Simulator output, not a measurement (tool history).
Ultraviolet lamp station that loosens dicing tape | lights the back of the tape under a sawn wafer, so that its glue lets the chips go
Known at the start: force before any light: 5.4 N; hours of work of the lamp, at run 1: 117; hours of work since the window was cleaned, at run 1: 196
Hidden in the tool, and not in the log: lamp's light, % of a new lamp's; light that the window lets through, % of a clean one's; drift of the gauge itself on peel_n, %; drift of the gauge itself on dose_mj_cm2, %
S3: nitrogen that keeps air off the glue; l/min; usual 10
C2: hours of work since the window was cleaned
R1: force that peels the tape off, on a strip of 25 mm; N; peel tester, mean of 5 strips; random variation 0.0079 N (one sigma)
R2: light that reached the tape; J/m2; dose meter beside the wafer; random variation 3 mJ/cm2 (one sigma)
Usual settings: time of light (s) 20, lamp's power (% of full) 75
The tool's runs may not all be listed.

Run 1, hour 0.0: usual settings; hours of work of the lamp 117; C2 196. Result: R1 0.333 N, R2 4110 J/m2.
Run 2, hour 10.2: usual settings; hours of work of the lamp 124; C2 203. Result: R1 0.338 N, R2 4110 J/m2.
Run 3, hour 20.6: usual settings; hours of work of the lamp 131; C2 209. Result: R1 0.350 N, R2 4030 J/m2.
Run 4, hour 30.4: usual settings; hours of work of the lamp 137; C2 216. Result: R1 0.355 N, R2 4090 J/m2.
Run 5, hour 42.8: usual settings; hours of work of the lamp 145; C2 223. Result: R1 0.340 N, R2 4060 J/m2.
Run 6, hour 51.1: usual settings; hours of work of the lamp 150; C2 229. Result: R1 0.341 N, R2 4020 J/m2.
Run 7, hour 60.5: usual settings; hours of work of the lamp 156; C2 235. Result: R1 0.335 N, R2 4000 J/m2.
Run 8, hour 70.0: usual settings; hours of work of the lamp 162; C2 241. Result: R1 0.334 N, R2 4010 J/m2.
Run 9, hour 76.6: usual settings; hours of work of the lamp 166; C2 245. Result: R1 0.344 N, R2 3990 J/m2.
Run 10, hour 85.5: usual settings but time of light (s) 19; hours of work of the lamp 172; C2 251. Result: R1 0.396 N, R2 3800 J/m2.
Run 11, hour 94.2: usual settings but time of light (s) 17, lamp's power (% of full) 89, S3 7 l/min; hours of work of the lamp 178; C2 256. Result: R1 0.381 N, R2 4020 J/m2.
Run 12, hour 99.5: usual settings but time of light (s) 17, lamp's power (% of full) 89, S3 7 l/min; hours of work of the lamp 181; C2 260. Result: R1 0.387 N, R2 3980 J/m2.
At hour 100.9: window cleaned of glue's vapour.
Run 13, hour 106.5: usual settings but time of light (s) 17, lamp's power (% of full) 89, S3 7 l/min; hours of work of the lamp 185; C2 4. Result: R1 0.403 N, R2 3810 J/m2.
Run 14, hour 115.9: usual settings but time of light (s) 17, lamp's power (% of full) 89, S3 7 l/min; hours of work of the lamp 191; C2 10. Result: R1 0.421 N, R2 3830 J/m2.
At hour 128.3: window cleaned of glue's vapour, once more.
Run 15, hour 129.0: usual settings but time of light (s) 29, lamp's power (% of full) 67; hours of work of the lamp 199; C2 0. Result: R1 0.259 N, R2 5340 J/m2.
Run 16, hour 139.9: usual settings but time of light (s) 29, lamp's power (% of full) 67; hours of work of the lamp 206; C2 7. Result: R1 0.268 N, R2 5330 J/m2.
Run 17, hour 149.3: usual settings but time of light (s) 29, lamp's power (% of full) 67; hours of work of the lamp 212; C2 13. Result: R1 0.265 N, R2 5310 J/m2.
Run 18, hour 157.4: usual settings but time of light (s) 29, lamp's power (% of full) 67; hours of work of the lamp 218; C2 19. Result: R1 0.263 N, R2 5300 J/m2.
Run 19, hour 165.7: usual settings but time of light (s) 14, lamp's power (% of full) 78, S3 3 l/min; hours of work of the lamp 223; C2 24. Result: R1 0.849 N, R2 2920 J/m2.
Run 20, hour 173.9: usual settings but time of light (s) 33, lamp's power (% of full) 71, S3 13 l/min; hours of work of the lamp 228; C2 29. Result: R1 0.243 N, R2 6360 J/m2.

Forecast each of these 3 alternatives for the next run:
Run A, hour 186.8: usual settings but lamp's power (% of full) 96; hours of work of the lamp 236; C2 37. Result: R1 ?, R2 ?.
Run B, hour 186.8: usual settings but S3 9 l/min; hours of work of the lamp 236; C2 37. Result: R1 ?, R2 ?.
Run C, hour 186.8: usual settings but S3 4 l/min; hours of work of the lamp 236; C2 37. Result: R1 ?, R2 ?.

run     R1    R2
  A  0.282  5170
  B  0.343  4030
  C  0.454  4030
Without the tool's hidden state the same runs would have given:
run     R1    R2
  A  0.264  5750
  B  0.302  4490
  C  0.387  4490

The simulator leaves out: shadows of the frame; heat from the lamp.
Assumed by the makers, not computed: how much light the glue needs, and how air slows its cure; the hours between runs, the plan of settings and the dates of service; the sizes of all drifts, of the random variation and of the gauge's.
